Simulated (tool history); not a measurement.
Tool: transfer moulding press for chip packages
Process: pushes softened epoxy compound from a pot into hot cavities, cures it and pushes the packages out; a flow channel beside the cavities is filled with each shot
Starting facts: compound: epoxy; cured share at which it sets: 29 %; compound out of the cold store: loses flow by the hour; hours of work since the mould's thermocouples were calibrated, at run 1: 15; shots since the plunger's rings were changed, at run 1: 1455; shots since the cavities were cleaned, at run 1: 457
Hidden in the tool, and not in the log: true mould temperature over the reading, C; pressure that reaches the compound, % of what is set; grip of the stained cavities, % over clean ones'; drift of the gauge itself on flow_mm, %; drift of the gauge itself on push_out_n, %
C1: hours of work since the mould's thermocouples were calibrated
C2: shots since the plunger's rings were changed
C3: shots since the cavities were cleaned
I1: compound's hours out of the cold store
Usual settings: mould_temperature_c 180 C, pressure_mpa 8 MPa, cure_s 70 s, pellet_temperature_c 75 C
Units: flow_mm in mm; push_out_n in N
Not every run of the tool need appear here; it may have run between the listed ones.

Run 1, hour 0: usual settings; C1 15; C2 1455; C3 457; I1 27.3. Result: flow_mm 840 mm, push_out_n 759 N.
Run 2, hour 11.3: usual settings; C1 23; C2 1611; C3 613; I1 42.3. Result: flow_mm 798 mm, push_out_n 812 N.
Run 3, hour 27.9: usual settings; C1 33; C2 1841; C3 843; I1 9. Result: flow_mm 922 mm, push_out_n 958 N.
At hour 33: cavities cleaned with cleaning compound and waxed.
Run 4, hour 40.4: usual settings; C1 40; C2 1993; C3 102; I1 38.8. Result: flow_mm 791 mm, push_out_n 561 N.
Run 5, hour 48.2: usual settings; C1 45; C2 2102; C3 211; I1 24.6. Result: flow_mm 847 mm, push_out_n 642 N.
Run 6, hour 61.1: usual settings; C1 53; C2 2279; C3 388; I1 24. Result: flow_mm 850 mm, push_out_n 771 N.
Run 7, hour 72.6: usual settings; C1 60; C2 2439; C3 548; I1 40.4. Result: flow_mm 795 mm, push_out_n 804 N.
Run 8, hour 80.4: usual settings; C1 65; C2 2546; C3 655; I1 12.1. Result: flow_mm 903 mm, push_out_n 883 N.
At hour 98.5: cavities cleaned with cleaning compound and waxed.
Run 9, hour 99.7: usual settings; C1 76; C2 2793; C3 16; I1 42.4. Result: flow_mm 765 mm, push_out_n 508 N.
Run 10, hour 114.9: usual settings but pressure_mpa 6.06 MPa; C1 85; C2 3004; C3 227; I1 42.8. Result: flow_mm 665 mm, push_out_n 667 N.
Run 11, hour 131.9: usual settings but pressure_mpa 6.06 MPa; C1 96; C2 3239; C3 462; I1 18.6. Result: flow_mm 728 mm, push_out_n 818 N.
Run 12, hour 143: usual settings but pressure_mpa 6.06 MPa; C1 103; C2 3394; C3 617; I1 19.9. Result: flow_mm 735 mm, push_out_n 891 N.
Run 13, hour 151.9: usual settings but pressure_mpa 6.06 MPa; C1 109; C2 3517; C3 740; I1 45.1. Result: flow_mm 654 mm, push_out_n 863 N.
At hour 164.2: cavities cleaned with cleaning compound and waxed.
Run 14, hour 171: usual settings but pressure_mpa 6.06 MPa; C1 120; C2 3760; C3 95; I1 19.4. Result: flow_mm 722 mm, push_out_n 591 N.
Run 15, hour 186.6: usual settings but pressure_mpa 6.06 MPa; C1 129; C2 3976; C3 311; I1 45. Result: flow_mm 649 mm, push_out_n 684 N.
Run 16, hour 195.2: usual settings but pressure_mpa 6.06 MPa; C1 135; C2 4095; C3 430; I1 12.2. Result: flow_mm 740 mm, push_out_n 779 N.
Run 17, hour 203.2: usual settings but mould_temperature_c 178 C, pressure_mpa 6.4 MPa, cure_s 62 s, pellet_temperature_c 71 C; C1 140; C2 4205; C3 540; I1 36.7. Result: flow_mm 680 mm, push_out_n 1159 N.
Run 18, hour 216: usual settings but mould_temperature_c 178 C, pressure_mpa 6.4 MPa, cure_s 62 s, pellet_temperature_c 71 C; C1 148; C2 4383; C3 718; I1 43.5. Result: flow_mm 675 mm, push_out_n 1225 N.
Run 19, hour 225.8: usual settings but mould_temperature_c 178 C, pressure_mpa 6.4 MPa, cure_s 62 s, pellet_temperature_c 71 C; C1 154; C2 4519; C3 854; I1 33.1. Result: flow_mm 708 mm, push_out_n 1258 N.
At hour 229.7: cavities cleaned with cleaning compound and waxed.
Run 20, hour 241.7: usual settings but pressure_mpa 7.45 MPa; C1 163; C2 4719; C3 167; I1 22.1. Result: flow_mm 773 mm, push_out_n 632 N.
At hour 249.5: plunger's sealing rings changed.
Run 21, hour 253.3: usual settings but mould_temperature_c 182 C, pressure_mpa 7.45 MPa, cure_s 60 s, pellet_temperature_c 83 C; C1 168; C2 52; C3 292; I1 41.9. Result: flow_mm 785 mm, push_out_n 782 N.
Run 22, hour 270.4: usual settings but pressure_mpa 9.75 MPa, cure_s 69 s, pellet_temperature_c 83 C; C1 179; C2 289; C3 529; I1 40.3. Result: flow_mm 905 mm, push_out_n 804 N.
Run 23, hour 278.1: usual settings but pressure_mpa 9.75 MPa, cure_s 69 s, pellet_temperature_c 83 C; C1 184; C2 396; C3 636; I1 20.3. Result: flow_mm 979 mm, push_out_n 860 N.
Run 24, hour 292.4: usual settings but pellet_temperature_c 77 C; C1 193; C2 593; C3 833; I1 9.3. Result: flow_mm 934 mm, push_out_n 929 N.
At hour 297.5: cavities cleaned with cleaning compound and waxed.
Run 25, hour 309: usual settings but mould_temperature_c 178 C, pellet_temperature_c 69 C; C1 202; C2 802; C3 159; I1 33.5. Result: flow_mm 838 mm, push_out_n 690 N.
Run 26, hour 317: usual settings but mould_temperature_c 178 C, pellet_temperature_c 69 C; C1 207; C2 913; C3 270; I1 29.5. Result: flow_mm 838 mm, push_out_n 751 N.
Run 27, hour 332.3: usual settings but mould_temperature_c 178 C, pressure_mpa 8.88 MPa, pellet_temperature_c 69 C; C1 217; C2 1125; C3 482; I1 27. Result: flow_mm 893 mm, push_out_n 865 N.
Run 28, hour 346.6: usual settings but mould_temperature_c 178 C, pressure_mpa 8.88 MPa, pellet_temperature_c 69 C; C1 226; C2 1323; C3 680; I1 45.2. Result: flow_mm 832 mm, push_out_n 926 N.
At hour 362.8: cavities cleaned with cleaning compound and waxed.
Run 29, hour 363.7: usual settings but mould_temperature_c 179 C, pellet_temperature_c 73 C; C1 236; C2 1539; C3 13; I1 25.2. Result: flow_mm 865 mm, push_out_n 527 N.
Run 30, hour 376.8: usual settings but mould_temperature_c 179 C, pellet_temperature_c 73 C; C1 244; C2 1720; C3 194; I1 11.4. Result: flow_mm 906 mm, push_out_n 682 N.

Selected run-to-run steps in flow_mm, each split into two signed amounts: the part the tool would show with no hidden state at all (from settings, incoming material and random variation), and the remainder, which goes to the hidden state together with any gauge scatter not common to the measured and the hidden-state-free results:
Run 2 -> 3: no setting changed, nothing entered. flow_mm +124 mm: hidden state -7, all else +131.
Run 3 -> 4: cavities cleaned with cleaning compound and waxed. flow_mm -131 mm: hidden state +2, all else -133.
Run 8 -> 9: cavities cleaned with cleaning compound and waxed. flow_mm -138 mm: hidden state +2, all else -140.
Run 15 -> 16: no setting changed, nothing entered. flow_mm +91 mm: hidden state -9, all else +100.
Run 19 -> 20: mould_temperature_c 178 -> 180, pressure_mpa 6.4 -> 7.45, cure_s 62 -> 70, pellet_temperature_c 71 -> 75, cavities cleaned with cleaning compound and waxed. flow_mm +65 mm: hidden state -9, all else +74.
Run 20 -> 21: mould_temperature_c 180 -> 182, cure_s 70 -> 60, pellet_temperature_c 75 -> 83, plunger's sealing rings changed. flow_mm +12 mm: hidden state +68, all else -56.
